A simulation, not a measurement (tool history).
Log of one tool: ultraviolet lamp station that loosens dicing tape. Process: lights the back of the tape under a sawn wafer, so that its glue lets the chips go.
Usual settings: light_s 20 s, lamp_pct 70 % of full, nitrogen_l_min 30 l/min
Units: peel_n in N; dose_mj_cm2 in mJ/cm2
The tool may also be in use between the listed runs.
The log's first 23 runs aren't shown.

Run 24, hour 640.1: usual settings but light_s 16 s, lamp_pct 62 % of full, nitrogen_l_min 41 l/min. Result: peel_n 1.251 N, dose_mj_cm2 148 mJ/cm2.
Run 25, hour 671.6: usual settings but lamp_pct 97 % of full, nitrogen_l_min 15 l/min. Result: peel_n 0.468 N, dose_mj_cm2 279 mJ/cm2.
Run 26, hour 704.9: usual settings but light_s 32 s, lamp_pct 89 % of full, nitrogen_l_min 39 l/min. Result: peel_n 0.155 N, dose_mj_cm2 409 mJ/cm2.
Run 27, hour 730.3: usual settings but light_s 15 s, lamp_pct 66 % of full. Result: peel_n 1.448 N, dose_mj_cm2 141 mJ/cm2.
Run 28, hour 746.7: usual settings but light_s 15 s, lamp_pct 66 % of full. Result: peel_n 1.475 N, dose_mj_cm2 142 mJ/cm2.
Run 29, hour 777.6: usual settings but light_s 23 s. Result: peel_n 0.48 N, dose_mj_cm2 229 mJ/cm2.
Run 30, hour 810.8: usual settings but light_s 11 s, lamp_pct 65 % of full, nitrogen_l_min 12 l/min. Result: peel_n 3.592 N, dose_mj_cm2 101 mJ/cm2.
Run 31, hour 826: usual settings but nitrogen_l_min 44 l/min. Result: peel_n 0.548 N, dose_mj_cm2 204 mJ/cm2.
Run 32, hour 860.9: usual settings but light_s 22 s, lamp_pct 61 % of full, nitrogen_l_min 31 l/min. Result: peel_n 0.765 N, dose_mj_cm2 192 mJ/cm2.
Run 33, hour 885.3: usual settings but light_s 22 s, lamp_pct 61 % of full, nitrogen_l_min 31 l/min. Result: peel_n 0.743 N, dose_mj_cm2 192 mJ/cm2.
At hour 899.6: window cleaned of glue's vapour.
Run 34, hour 902.3: usual settings but light_s 22 s, lamp_pct 61 % of full, nitrogen_l_min 31 l/min. Result: peel_n 0.74 N, dose_mj_cm2 193 mJ/cm2.
Run 35, hour 932.3: usual settings but light_s 22 s, lamp_pct 61 % of full, nitrogen_l_min 31 l/min. Result: peel_n 0.75 N, dose_mj_cm2 194 mJ/cm2.
Run 36, hour 953.1: usual settings but light_s 18 s. Result: peel_n 0.848 N, dose_mj_cm2 179 mJ/cm2.
Run 37, hour 977.1: usual settings but light_s 40 s, lamp_pct 99 % of full, nitrogen_l_min 16 l/min. Result: peel_n 0.146 N, dose_mj_cm2 569 mJ/cm2.
Run 38, hour 999.5: usual settings but light_s 25 s, lamp_pct 85 % of full. Result: peel_n 0.247 N, dose_mj_cm2 305 mJ/cm2.
Run 39, hour 1019.6: usual settings but light_s 26 s, nitrogen_l_min 47 l/min. Result: peel_n 0.288 N, dose_mj_cm2 262 mJ/cm2.

Forecast each of these 5 alternatives for the next run:
Run A, hour 1045.1: usual settings but light_s 13 s, nitrogen_l_min 31 l/min. Result: peel_n ?, dose_mj_cm2 ?.
Run B, hour 1045.1: usual settings but nitrogen_l_min 42 l/min. Result: peel_n ?, dose_mj_cm2 ?.
Run C, hour 1045.1: usual settings but light_s 24 s, lamp_pct 60 % of full, nitrogen_l_min 47 l/min. Result: peel_n ?, dose_mj_cm2 ?.
Run D, hour 1045.1: usual settings but light_s 26 s, lamp_pct 65 % of full, nitrogen_l_min 14 l/min. Result: peel_n ?, dose_mj_cm2 ?.
Run E, hour 1045.1: usual settings but light_s 26 s, lamp_pct 68 % of full, nitrogen_l_min 11 l/min. Result: peel_n ?, dose_mj_cm2 ?.

run  peel_n  dose_mj_cm2
  A   1.773          129
  B   0.566          202
  C   0.491          207
  D   0.726          245
  E   0.749          259
Without the tool's hidden state the same runs would have given:
run  peel_n  dose_mj_cm2
  A   1.771          129
  B   0.565          202
  C    0.49          208
  D   0.725          245
  E   0.748          259
